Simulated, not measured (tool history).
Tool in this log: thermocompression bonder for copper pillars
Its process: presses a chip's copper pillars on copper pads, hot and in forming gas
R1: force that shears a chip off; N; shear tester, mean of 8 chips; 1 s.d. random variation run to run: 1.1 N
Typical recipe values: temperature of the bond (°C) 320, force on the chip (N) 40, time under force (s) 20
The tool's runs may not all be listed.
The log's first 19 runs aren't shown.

Run 20, hour 637.8: usual settings but time under force (s) 37. Result: R1 96.5 N.
At hour 643.9: heater calibrated with a thermocouple chip.
Run 21, hour 679.6: usual settings but time under force (s) 45. Result: R1 112.3 N.
Run 22, hour 706.5: usual settings but time under force (s) 45. Result: R1 113.5 N.
Run 23, hour 738.2: usual settings but force on the chip (N) 44, time under force (s) 46. Result: R1 116.1 N.
Run 24, hour 759.4: usual settings but temperature of the bond (°C) 300, force on the chip (N) 41, time under force (s) 52. Result: R1 97 N.
At hour 771.2: forming gas filter changed.
Run 25, hour 800.1: usual settings but temperature of the bond (°C) 312, time under force (s) 19. Result: R1 82.6 N.
At hour 805.7: force cell calibrated.
Run 26, hour 828.2: usual settings but temperature of the bond (°C) 312, time under force (s) 19. Result: R1 81.9 N.
Run 27, hour 850.3: usual settings but temperature of the bond (°C) 338, time under force (s) 13. Result: R1 97.6 N.
Run 28, hour 874.3: usual settings but temperature of the bond (°C) 338, force on the chip (N) 35, time under force (s) 16. Result: R1 96.8 N.
Run 29, hour 908.1: usual settings but force on the chip (N) 31. Result: R1 79.3 N.
Run 30, hour 953.4: usual settings but temperature of the bond (°C) 304, force on the chip (N) 60. Result: R1 88.5 N.
Run 31, hour 996.3: usual settings but temperature of the bond (°C) 304, force on the chip (N) 60. Result: R1 89 N.
At hour 1025.6: forming gas filter changed.
Run 32, hour 1042.3: usual settings but temperature of the bond (°C) 330, force on the chip (N) 29. Result: R1 86.2 N.
At hour 1066.9: force cell calibrated, once more.
Run 33, hour 1066.9: usual settings but temperature of the bond (°C) 330, force on the chip (N) 43, time under force (s) 31. Result: R1 115.3 N.

Forecast run 34:
Run 34, hour 1099: usual settings but force on the chip (N) 45, time under force (s) 37. Result: R1 ?.

{"run 34": {"R1": 110.2}}
Were there no unlogged condition in the tool, this run, its random variation unchanged, would have produced R1 117.1 N.
